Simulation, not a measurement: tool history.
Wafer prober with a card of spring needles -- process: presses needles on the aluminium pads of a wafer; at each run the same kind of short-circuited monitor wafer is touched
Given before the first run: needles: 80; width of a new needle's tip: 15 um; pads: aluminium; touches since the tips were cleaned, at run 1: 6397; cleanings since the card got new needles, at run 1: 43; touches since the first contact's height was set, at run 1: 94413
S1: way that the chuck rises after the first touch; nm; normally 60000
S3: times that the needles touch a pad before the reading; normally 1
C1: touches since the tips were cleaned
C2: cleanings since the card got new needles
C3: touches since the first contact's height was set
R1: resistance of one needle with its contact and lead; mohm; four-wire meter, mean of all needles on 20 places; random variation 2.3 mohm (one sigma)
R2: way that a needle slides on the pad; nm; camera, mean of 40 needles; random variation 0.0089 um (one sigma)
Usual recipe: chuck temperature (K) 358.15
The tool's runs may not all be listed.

{"run": 1, "hour": 0.0, "S1": 60000, "chuck temperature (K)": 358.15, "S3": 1, "C1": 6397, "C2": 43, "C3": 94413, "R1": 272, "R2": 9464}
{"hour": 2.8, "done": "tips cleaned on abrasive film"}
{"hour": 6.8, "done": "height of the first contact set anew"}
{"run": 2, "hour": 14.0, "S1": 60000, "chuck temperature (K)": 358.15, "S3": 1, "C1": 6009, "C2": 44, "C3": 3944, "R1": 285, "R2": 9525}
{"hour": 18.2, "done": "tips cleaned on abrasive film"}
{"run": 3, "hour": 23.0, "S1": 60000, "chuck temperature (K)": 389.15, "S3": 1, "C1": 2668, "C2": 45, "C3": 8840, "R1": 272, "R2": 9529}
{"hour": 33.3, "done": "tips cleaned on abrasive film"}
{"hour": 34.7, "done": "tips cleaned on abrasive film, once more"}
{"run": 4, "hour": 37.3, "S1": 60000, "chuck temperature (K)": 389.15, "S3": 1, "C1": 1392, "C2": 47, "C3": 16580, "R1": 266, "R2": 9511}
{"hour": 49.7, "done": "tips cleaned on abrasive film"}
{"run": 5, "hour": 52.6, "S1": 60000, "chuck temperature (K)": 389.15, "S3": 1, "C1": 1596, "C2": 48, "C3": 24970, "R1": 270, "R2": 9495}
{"hour": 63.7, "done": "tips cleaned on abrasive film"}
{"run": 6, "hour": 63.9, "S1": 60000, "chuck temperature (K)": 358.15, "S3": 1, "C1": 94, "C2": 49, "C3": 31131, "R1": 255, "R2": 9513}
{"run": 7, "hour": 76.8, "S1": 60000, "chuck temperature (K)": 358.15, "S3": 1, "C1": 7206, "C2": 49, "C3": 38243, "R1": 275, "R2": 9486}
{"hour": 78.6, "done": "tips cleaned on abrasive film"}
{"run": 8, "hour": 88.5, "S1": 60000, "chuck temperature (K)": 358.15, "S3": 1, "C1": 5433, "C2": 50, "C3": 44613, "R1": 273, "R2": 9499}
{"hour": 92.7, "done": "tips cleaned on abrasive film"}
{"run": 9, "hour": 98.2, "S1": 60000, "chuck temperature (K)": 358.15, "S3": 1, "C1": 3037, "C2": 51, "C3": 49910, "R1": 267, "R2": 9478}
{"run": 10, "hour": 106.0, "S1": 60000, "chuck temperature (K)": 358.15, "S3": 1, "C1": 7328, "C2": 51, "C3": 54201, "R1": 274, "R2": 9498}
{"hour": 107.7, "done": "tips cleaned on abrasive film"}
{"run": 11, "hour": 116.2, "S1": 60000, "chuck temperature (K)": 358.15, "S3": 1, "C1": 4692, "C2": 52, "C3": 59758, "R1": 271, "R2": 9482}
{"hour": 121.9, "done": "tips cleaned on abrasive film"}
{"run": 12, "hour": 126.9, "S1": 60000, "chuck temperature (K)": 358.15, "S3": 1, "C1": 2737, "C2": 53, "C3": 65593, "R1": 263, "R2": 9477}
{"run": 13, "hour": 134.8, "S1": 60000, "chuck temperature (K)": 358.15, "S3": 1, "C1": 7094, "C2": 53, "C3": 69950, "R1": 276, "R2": 9473}
{"hour": 136.3, "done": "tips cleaned on abrasive film"}
{"run": 14, "hour": 145.9, "S1": 60000, "chuck temperature (K)": 304.15, "S3": 1, "C1": 5304, "C2": 54, "C3": 76014, "R1": 256, "R2": 9454}
{"hour": 151.7, "done": "tips cleaned on abrasive film"}
{"run": 15, "hour": 159.1, "S1": 60000, "chuck temperature (K)": 304.15, "S3": 1, "C1": 4102, "C2": 55, "C3": 83212, "R1": 254, "R2": 9469}
{"hour": 166.4, "done": "tips cleaned on abrasive film"}
{"run": 16, "hour": 174.6, "S1": 60000, "chuck temperature (K)": 304.15, "S3": 1, "C1": 4478, "C2": 56, "C3": 91668, "R1": 256, "R2": 9464}
{"hour": 181.4, "done": "tips cleaned on abrasive film"}
{"hour": 186.0, "done": "height of the first contact set anew"}
{"run": 17, "hour": 189.7, "S1": 60000, "chuck temperature (K)": 304.15, "S3": 1, "C1": 4414, "C2": 57, "C3": 2061, "R1": 257, "R2": 9528}
{"hour": 195.8, "done": "tips cleaned on abrasive film"}
{"run": 18, "hour": 200.0, "S1": 60000, "chuck temperature (K)": 304.15, "S3": 1, "C1": 2304, "C2": 58, "C3": 7631, "R1": 250, "R2": 9508}
{"hour": 210.1, "done": "tips cleaned on abrasive film"}
{"run": 19, "hour": 211.3, "S1": 45000, "chuck temperature (K)": 300.15, "S3": 2, "C1": 663, "C2": 59, "C3": 13797, "R1": 250, "R2": 7136}
{"hour": 225.0, "done": "tips cleaned on abrasive film"}
{"run": 20, "hour": 228.2, "S1": 60000, "chuck temperature (K)": 358.15, "S3": 2, "C1": 1739, "C2": 60, "C3": 23044, "R1": 259, "R2": 9510}
{"run": 21, "hour": 236.6, "S1": 69000, "chuck temperature (K)": 298.15, "S3": 1, "C1": 6390, "C2": 60, "C3": 27695, "R1": 250, "R2": 10927}
{"hour": 239.4, "done": "tips cleaned on abrasive film"}
{"run": 22, "hour": 252.5, "S1": 77000, "chuck temperature (K)": 334.15, "S3": 1, "C1": 7213, "C2": 61, "C3": 36412, "R1": 261, "R2": 12211}
{"hour": 254.1, "done": "tips cleaned on abrasive film"}
{"hour": 269.0, "done": "tips cleaned on abrasive film"}
{"run": 23, "hour": 270.0, "S1": 53000, "chuck temperature (K)": 358.15, "S3": 1, "C1": 542, "C2": 63, "C3": 45882, "R1": 264, "R2": 8387}
{"hour": 283.0, "done": "tips cleaned on abrasive film"}
{"run": 24, "hour": 283.0, "S1": 60000, "chuck temperature (K)": 347.15, "S3": 1, "C1": 0, "C2": 64, "C3": 53031, "R1": 254, "R2": 9476}
{"hour": 297.6, "done": "tips cleaned on abrasive film"}
{"run": 25, "hour": 300.2, "S1": 64000, "chuck temperature (K)": 301.15, "S3": 1, "C1": 1425, "C2": 65, "C3": 62435, "R1": 244, "R2": 10115}
{"hour": 312.4, "done": "tips cleaned on abrasive film"}
{"run": 26, "hour": 318.7, "S1": 51000, "chuck temperature (K)": 389.15, "S3": 2, "C1": 3464, "C2": 66, "C3": 72539, "R1": 279, "R2": 8047}
{"hour": 327.7, "done": "tips cleaned on abrasive film"}
{"run": 27, "hour": 334.9, "S1": 63000, "chuck temperature (K)": 316.15, "S3": 1, "C1": 3977, "C2": 67, "C3": 81418, "R1": 256, "R2": 9942}
{"hour": 341.8, "done": "tips cleaned on abrasive film"}
{"run": 28, "hour": 352.9, "S1": 68000, "chuck temperature (K)": 323.15, "S3": 3, "C1": 6095, "C2": 68, "C3": 91268, "R1": 249, "R2": 10737}
{"hour": 357.1, "done": "tips cleaned on abrasive film"}
{"run": 29, "hour": 361.9, "S1": 68000, "chuck temperature (K)": 333.15, "S3": 3, "C1": 2650, "C2": 69, "C3": 96181, "R1": 251, "R2": 10720}
{"hour": 364.8, "done": "height of the first contact set anew"}
{"hour": 371.8, "done": "tips cleaned on abrasive film"}
{"run": 30, "hour": 380.1, "S1": 45000, "chuck temperature (K)": 337.15, "S3": 3, "C1": 4578, "C2": 70, "C3": 8392, "R1": 266, "R2": 7146}
{"hour": 386.5, "done": "tips cleaned on abrasive film"}
{"run": 31, "hour": 399.3, "S1": 59000, "chuck temperature (K)": 302.15, "S3": 1, "C1": 7074, "C2": 71, "C3": 18884, "R1": 261, "R2": 9354}
{"hour": 401.0, "done": "tips cleaned on abrasive film"}
{"run": 32, "hour": 410.6, "S1": 78000, "chuck temperature (K)": 304.15, "S3": 3, "C1": 5295, "C2": 72, "C3": 25029, "R1": 238, "R2": 12367}
{"hour": 416.1, "done": "tips cleaned on abrasive film"}
{"run": 33, "hour": 425.8, "S1": 40000, "chuck temperature (K)": 308.15, "S3": 2, "C1": 5322, "C2": 73, "C3": 33334, "R1": 279, "R2": 6336}

Pick out some run-to-run changes in R1. Of each, how much would a tool without hidden state show as well, from the settings, what came in and chance, and how much is left for the hidden state and any gauge scatter not in both results compared?
The hidden state here: debris on the tips, nm; way that the needles fall short of the set height, um; tips' diameter, um; drift of the gauge itself on contact_mohm, %; drift of the gauge itself on scrub_um, %.
Run 2 -> 3: chuck temperature (K) 358.15 -> 389.15, tips cleaned on abrasive film. R1 -13 mohm: hidden state -20, all else +7.
Run 25 -> 26: S1 64000 -> 51000, chuck temperature (K) 301.15 -> 389.15, S3 1 -> 2, tips cleaned on abrasive film. R1 +35 mohm: hidden state +4, all else +31.
Run 26 -> 27: S1 51000 -> 63000, chuck temperature (K) 389.15 -> 316.15, S3 2 -> 1, tips cleaned on abrasive film. R1 -23 mohm: hidden state +4, all else -27.
Run 31 -> 32: S1 59000 -> 78000, chuck temperature (K) 302.15 -> 304.15, S3 1 -> 3, tips cleaned on abrasive film. R1 -23 mohm: hidden state -21, all else -2.
Run 32 -> 33: S1 78000 -> 40000, chuck temperature (K) 304.15 -> 308.15, S3 3 -> 2, tips cleaned on abrasive film. R1 +41 mohm: hidden state +24, all else +17.
